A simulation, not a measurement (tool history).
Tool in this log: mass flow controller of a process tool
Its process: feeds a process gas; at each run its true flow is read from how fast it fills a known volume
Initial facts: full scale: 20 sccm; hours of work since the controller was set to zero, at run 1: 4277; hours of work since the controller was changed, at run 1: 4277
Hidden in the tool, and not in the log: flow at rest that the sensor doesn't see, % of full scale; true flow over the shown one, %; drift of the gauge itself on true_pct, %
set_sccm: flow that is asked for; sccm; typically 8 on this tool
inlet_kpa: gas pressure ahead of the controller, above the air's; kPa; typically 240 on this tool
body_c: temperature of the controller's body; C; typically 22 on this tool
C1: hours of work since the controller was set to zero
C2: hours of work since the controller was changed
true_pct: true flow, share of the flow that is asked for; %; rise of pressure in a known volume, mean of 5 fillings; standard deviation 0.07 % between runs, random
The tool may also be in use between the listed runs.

Run 1, hour 0.0: usual settings; C1 4277; C2 4277. Result: true_pct 97.29 %.
Run 2, hour 193.7: usual settings but inlet_kpa 204 kPa; C1 4431; C2 4431. Result: true_pct 97.09 %.
Run 3, hour 367.2: usual settings; C1 4568; C2 4568. Result: true_pct 97.01 %.
At hour 593.5: controller's zero set anew.
Run 4, hour 593.5: usual settings but inlet_kpa 229 kPa; C1 0; C2 4746. Result: true_pct 100.87 %.
Run 5, hour 903.2: usual settings but inlet_kpa 229 kPa; C1 245; C2 4991. Result: true_pct 100.70 %.
Run 6, hour 1126.1: usual settings but body_c 25 C; C1 421; C2 5168. Result: true_pct 100.99 %.
Run 7, hour 1299.2: usual settings but body_c 25 C; C1 558; C2 5305. Result: true_pct 100.95 %.
Run 8, hour 1676.9: usual settings but body_c 23 C; C1 857; C2 5604. Result: true_pct 100.54 %.
Run 9, hour 1918.0: usual settings but body_c 23 C; C1 1048; C2 5794. Result: true_pct 100.69 %.
Run 10, hour 2091.5: usual settings; C1 1185; C2 5932. Result: true_pct 100.39 %.
Run 11, hour 2285.5: usual settings; C1 1339; C2 6085. Result: true_pct 100.40 %.
Run 12, hour 2714.1: usual settings; C1 1678; C2 6424. Result: true_pct 100.08 %.
Run 13, hour 3089.6: usual settings; C1 1975; C2 6721. Result: true_pct 100.07 %.
Run 14, hour 3521.3: usual settings; C1 2316; C2 7063. Result: true_pct 100.03 %.
Run 15, hour 3935.7: usual settings but set_sccm 6 sccm, inlet_kpa 267 kPa; C1 2644; C2 7391. Result: true_pct 99.19 %.
Run 16, hour 4225.6: usual settings but inlet_kpa 146 kPa, body_c 36 C; C1 2874; C2 7620. Result: true_pct 100.47 %.
Run 17, hour 4562.6: usual settings but inlet_kpa 258 kPa, body_c 26 C; C1 3140; C2 7887. Result: true_pct 100.01 %.
Run 18, hour 4772.5: usual settings but set_sccm 13 sccm, inlet_kpa 201 kPa, body_c 37 C; C1 3306; C2 8053. Result: true_pct 101.56 %.
Run 19, hour 5059.7: usual settings but set_sccm 5 sccm, inlet_kpa 168 kPa, body_c 35 C; C1 3533; C2 8280. Result: true_pct 98.45 %.
Run 20, hour 5305.4: usual settings but set_sccm 17 sccm, inlet_kpa 202 kPa, body_c 35 C; C1 3728; C2 8474. Result: true_pct 102.27 %.
Run 21, hour 5480.9: usual settings but inlet_kpa 158 kPa, body_c 36 C; C1 3867; C2 8613. Result: true_pct 100.09 %.
Run 22, hour 5826.5: usual settings but set_sccm 10 sccm, inlet_kpa 158 kPa, body_c 38 C; C1 4140; C2 8886. Result: true_pct 100.79 %.
Run 23, hour 6076.6: usual settings but set_sccm 10 sccm, inlet_kpa 186 kPa, body_c 24 C; C1 4338; C2 9084. Result: true_pct 99.93 %.
Run 24, hour 6455.2: usual settings but set_sccm 10 sccm, inlet_kpa 186 kPa, body_c 24 C; C1 4637; C2 9384. Result: true_pct 99.81 %.
At hour 6609.5: controller's zero set anew.
Run 25, hour 6633.4: usual settings but set_sccm 6 sccm, inlet_kpa 151 kPa; C1 19; C2 9524. Result: true_pct 102.23 %.
Run 26, hour 7031.2: usual settings but set_sccm 14 sccm, inlet_kpa 151 kPa, body_c 24 C; C1 334; C2 9839. Result: true_pct 102.71 %.
Run 27, hour 7401.4: usual settings but set_sccm 13 sccm, inlet_kpa 221 kPa, body_c 23 C; C1 626; C2 10132. Result: true_pct 102.83 %.
Run 28, hour 7632.1: usual settings but inlet_kpa 170 kPa, body_c 36 C; C1 809; C2 10315. Result: true_pct 103.03 %.

Branching from run 28: 4 alternative next runs. What would each branch give?
Run A, hour 7904.5: usual settings but set_sccm 17 sccm, inlet_kpa 142 kPa, body_c 20 C; C1 1024; C2 10530. Result: true_pct ?.
Run B, hour 7904.5: usual settings but inlet_kpa 170 kPa, body_c 34 C; C1 1024; C2 10530. Result: true_pct ?.
Run C, hour 7904.5: usual settings but set_sccm 12 sccm, inlet_kpa 257 kPa, body_c 36 C; C1 1024; C2 10530. Result: true_pct ?.
Run D, hour 7904.5: usual settings but set_sccm 4 sccm, inlet_kpa 145 kPa, body_c 34 C; C1 1024; C2 10530. Result: true_pct ?.

run  true_pct
  A    102.63
  B    102.89
  C    103.62
  D    101.77
Stripped of hidden state, with their random variation kept, the same runs would have yielded:
run  true_pct
  A     99.35
  B    100.03
  C    100.49
  D     99.71
